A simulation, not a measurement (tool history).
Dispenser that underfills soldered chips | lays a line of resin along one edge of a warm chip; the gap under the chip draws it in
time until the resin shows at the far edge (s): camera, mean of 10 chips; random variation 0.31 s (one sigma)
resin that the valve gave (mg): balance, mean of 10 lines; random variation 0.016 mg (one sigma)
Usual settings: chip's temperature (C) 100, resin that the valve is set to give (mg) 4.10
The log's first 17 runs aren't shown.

| run | day | chip's temperature (C) | resin that the valve is set to give (mg) | time until the resin shows at the far edge (s) | resin that the valve gave (mg) |
|---|---|---|---|---|---|
| 18 | 4.817 | 93 | 4.10 | 14.8 | 3.93 |
|  | 4.921 | new syringe of resin |
| 19 | 5.025 | 96 | 4.56 | 8.5 | 4.42 |
|  | 5.392 | new syringe of resin |
| 20 | 5.392 | 109 | 5.08 | 5.9 | 4.84 |
| 21 | 5.667 | 109 | 5.08 | 7.8 | 4.82 |
|  | 5.871 | new syringe of resin |
| 22 | 5.967 | 109 | 5.08 | 6.3 | 4.85 |
|  | 6.350 | new syringe of resin |
| 23 | 6.350 | 109 | 4.36 | 5.9 | 4.12 |
| 24 | 6.554 | 100 | 4.74 | 9.7 | 4.48 |
|  | 6.812 | new syringe of resin |
| 25 | 6.812 | 95 | 4.10 | 9.1 | 3.86 |
| 26 | 7.083 | 95 | 4.10 | 12.7 | 3.87 |
|  | 7.271 | new syringe of resin |
|  | 7.312 | dispensing valve cleaned and set on the balance |
| 27 | 7.429 | 95 | 4.10 | 9.8 | 4.13 |
| 28 | 7.667 | 95 | 4.10 | 13.4 | 4.06 |
|  | 7.792 | new syringe of resin |
| 29 | 8.017 | 95 | 4.10 | 11.9 | 4.09 |
|  | 8.279 | new syringe of resin |
| 30 | 8.288 | 95 | 4.10 | 8.2 | 4.07 |
| 31 | 8.621 | 111 | 4.10 | 8.4 | 4.08 |
|  | 8.742 | new syringe of resin |
| 32 | 8.967 | 93 | 4.55 | 11.6 | 4.50 |
|  | 9.212 | new syringe of resin |
| 33 | 9.338 | 93 | 4.55 | 9.9 | 4.48 |
| 34 | 9.625 | 113 | 3.92 | 8.7 | 3.85 |
|  | 9.688 | new syringe of resin |
| 35 | 9.971 | 110 | 4.15 | 7.7 | 4.10 |
|  | 10.158 | new syringe of resin |
| 36 | 10.267 | 110 | 4.15 | 6.6 | 4.08 |

Forecast each of these 3 alternatives for the next run:
| A | 10.417 | 90 | 4.10 | ? | ? |
| B | 10.417 | 101 | 3.90 | ? | ? |
| C | 10.417 | 105 | 3.73 | ? | ? |

| run | time until the resin shows at the far edge (s) | resin that the valve gave (mg) |
|---|---|---|
| A | 14.2 | 4.02 |
| B | 10.4 | 3.82 |
| C | 9.2 | 3.65 |
Without the tool's hidden state the same runs would have given:
| run | time until the resin shows at the far edge (s) | resin that the valve gave (mg) |
|---|---|---|
| A | 9.0 | 4.11 |
| B | 6.6 | 3.90 |
| C | 5.8 | 3.73 |

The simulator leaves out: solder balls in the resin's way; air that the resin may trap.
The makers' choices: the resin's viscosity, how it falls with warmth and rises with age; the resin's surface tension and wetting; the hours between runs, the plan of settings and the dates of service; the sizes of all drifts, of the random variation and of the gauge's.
